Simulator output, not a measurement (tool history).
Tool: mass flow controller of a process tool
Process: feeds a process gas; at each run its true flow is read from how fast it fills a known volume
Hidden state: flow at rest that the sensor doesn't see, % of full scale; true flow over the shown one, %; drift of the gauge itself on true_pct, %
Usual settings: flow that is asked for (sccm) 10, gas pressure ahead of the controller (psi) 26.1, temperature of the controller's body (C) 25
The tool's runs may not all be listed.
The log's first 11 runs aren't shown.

| run | hour | flow that is asked for (sccm) | gas pressure ahead of the controller (psi) | temperature of the controller's body (C) | hours of work since the controller was set to zero | hours of work since the controller was changed | true flow (%) |
|---|---|---|---|---|---|---|---|
| 12 | 682.3 | 10 | 32.8 | 25 | 1356 | 1356 | 98.37 |
| 13 | 763.7 | 10 | 32.8 | 29 | 1389 | 1389 | 97.98 |
| 14 | 822.1 | 10 | 26.1 | 25 | 1413 | 1413 | 98.15 |
| 15 | 872.5 | 10 | 26.1 | 25 | 1433 | 1433 | 98.21 |
| 16 | 939.0 | 10 | 26.1 | 25 | 1460 | 1460 | 98.24 |
| 17 | 982.1 | 10 | 26.1 | 25 | 1477 | 1477 | 98.13 |
| 18 | 1026.5 | 3 | 25.5 | 31 | 1495 | 1495 | 96.90 |
| 19 | 1123.0 | 3 | 25.5 | 31 | 1534 | 1534 | 96.63 |
| 20 | 1182.9 | 7 | 34.8 | 30 | 1558 | 1558 | 97.36 |
| 21 | 1234.5 | 17 | 29.6 | 31 | 1579 | 1579 | 98.28 |
| 22 | 1285.6 | 6 | 23.2 | 25 | 1599 | 1599 | 97.33 |
| 23 | 1377.5 | 2 | 26.1 | 25 | 1636 | 1636 | 97.01 |
| 24 | 1467.4 | 5 | 26.1 | 20 | 1673 | 1673 | 97.76 |
| 25 | 1529.5 | 5 | 26.1 | 20 | 1698 | 1698 | 97.61 |
| 26 | 1613.7 | 5 | 27.1 | 33 | 1732 | 1732 | 96.39 |
| 27 | 1694.7 | 5 | 27.1 | 33 | 1764 | 1764 | 96.32 |
| 28 | 1767.9 | 14 | 23.4 | 40 | 1794 | 1794 | 96.75 |
| 29 | 1850.3 | 10 | 30.7 | 25 | 1827 | 1827 | 97.66 |
| 30 | 1895.1 | 10 | 32.5 | 32 | 1845 | 1845 | 97.06 |
| 31 | 1943.8 | 9 | 31.8 | 27 | 1865 | 1865 | 97.36 |
| 32 | 2006.3 | 14 | 36.3 | 38 | 1890 | 1890 | 97.01 |

Forecast each of these 3 alternatives for the next run:
| A | 2063.2 | 3 | 26.1 | 25 | 1913 | 1913 | ? |
| B | 2063.2 | 8 | 36.3 | 38 | 1913 | 1913 | ? |
| C | 2063.2 | 14 | 36.3 | 22 | 1913 | 1913 | ? |

| run | true flow (%) |
|---|---|
| A | 96.54 |
| B | 96.29 |
| C | 98.21 |
Without the tool's hidden state the same runs would have given:
| run | true flow (%) |
|---|---|
| A | 97.83 |
| B | 97.59 |
| C | 99.53 |

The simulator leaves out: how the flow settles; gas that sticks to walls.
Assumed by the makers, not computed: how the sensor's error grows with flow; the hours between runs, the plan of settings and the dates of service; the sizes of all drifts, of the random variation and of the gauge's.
